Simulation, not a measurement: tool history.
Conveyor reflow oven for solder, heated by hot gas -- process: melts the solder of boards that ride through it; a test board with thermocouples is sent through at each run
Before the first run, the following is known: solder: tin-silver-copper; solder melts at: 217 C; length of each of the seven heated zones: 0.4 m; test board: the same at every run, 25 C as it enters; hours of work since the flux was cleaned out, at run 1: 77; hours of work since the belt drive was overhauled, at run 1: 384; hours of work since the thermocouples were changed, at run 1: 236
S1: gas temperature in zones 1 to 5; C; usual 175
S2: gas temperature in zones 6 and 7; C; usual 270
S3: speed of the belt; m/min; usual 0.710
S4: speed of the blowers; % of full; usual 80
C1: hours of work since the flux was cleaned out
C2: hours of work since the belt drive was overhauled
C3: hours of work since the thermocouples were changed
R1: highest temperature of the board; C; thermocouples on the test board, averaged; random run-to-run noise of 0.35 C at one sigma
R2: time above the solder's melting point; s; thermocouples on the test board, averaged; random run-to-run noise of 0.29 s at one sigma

run 1 hour=0.0 | S1=175 S2=270 S3=0.710 S4=80 | C1=77 C2=384 C3=236 | R1=251.7 R2=51.2
run 2 hour=26.7 | S1=175 S2=270 S3=0.710 S4=80 | C1=89 C2=397 C3=248 | R1=252.0 R2=50.6
run 3 hour=59.9 | S1=175 S2=270 S3=0.726 S4=80 | C1=104 C2=412 C3=263 | R1=251.5 R2=48.8
run 4 hour=107.3 | S1=175 S2=270 S3=0.726 S4=59 | C1=126 C2=433 C3=285 | R1=245.7 R2=43.9
run 5 hour=127.5 | S1=175 S2=270 S3=0.726 S4=59 | C1=135 C2=443 C3=294 | R1=245.7 R2=43.8
run 6 hour=147.9 | S1=175 S2=270 S3=0.703 S4=80 | C1=145 C2=452 C3=303 | R1=251.4 R2=50.9
run 7 hour=186.7 | S1=175 S2=270 S3=0.703 S4=80 | C1=162 C2=470 C3=321 | R1=251.0 R2=50.9
run 8 hour=206.6 | S1=175 S2=270 S3=0.703 S4=80 | C1=172 C2=479 C3=330 | R1=250.6 R2=51.1
run 9 hour=234.3 | S1=175 S2=270 S3=0.710 S4=80 | C1=184 C2=492 C3=343 | R1=250.5 R2=49.9
run 10 hour=274.9 | S1=175 S2=270 S3=0.710 S4=80 | C1=203 C2=510 C3=362 | R1=250.8 R2=49.5
run 11 hour=307.9 | S1=171 S2=270 S3=0.710 S4=59 | C1=218 C2=526 C3=377 | R1=245.2 R2=42.9
run 12 hour=335.8 | S1=171 S2=270 S3=0.710 S4=59 | C1=231 C2=538 C3=390 | R1=245.0 R2=42.8
run 13 hour=367.3 | S1=171 S2=270 S3=0.710 S4=59 | C1=245 C2=553 C3=404 | R1=244.4 R2=42.3
run 14 hour=413.1 | S1=174 S2=284 S3=0.578 S4=58 | C1=266 C2=574 C3=425 | R1=264.2 R2=71.4
run 15 hour=452.7 | S1=171 S2=280 S3=0.803 S4=80 | C1=284 C2=592 C3=443 | R1=251.4 R2=42.5
run 16 hour=485.9 | S1=171 S2=280 S3=0.803 S4=80 | C1=300 C2=607 C3=458 | R1=251.1 R2=42.4
run 17 hour=517.0 | S1=187 S2=270 S3=0.710 S4=80 | C1=314 C2=622 C3=473 | R1=251.8 R2=54.9
run 18 hour=550.6 | S1=187 S2=270 S3=0.710 S4=80 | C1=329 C2=637 C3=488 | R1=251.8 R2=54.3
run 19 hour=578.3 | S1=162 S2=270 S3=0.710 S4=80 | C1=342 C2=650 C3=501 | R1=245.7 R2=41.8

Forecast run 20:
run 20 hour=625.9 | S1=162 S2=270 S3=0.710 S4=80 | C1=364 C2=671 C3=523 | R1=? R2=?

R1: 245.9 C
R2: 41.5 s
Without the tool's hidden state the same run would have given R1 251.2 C, R2 45.5 s.

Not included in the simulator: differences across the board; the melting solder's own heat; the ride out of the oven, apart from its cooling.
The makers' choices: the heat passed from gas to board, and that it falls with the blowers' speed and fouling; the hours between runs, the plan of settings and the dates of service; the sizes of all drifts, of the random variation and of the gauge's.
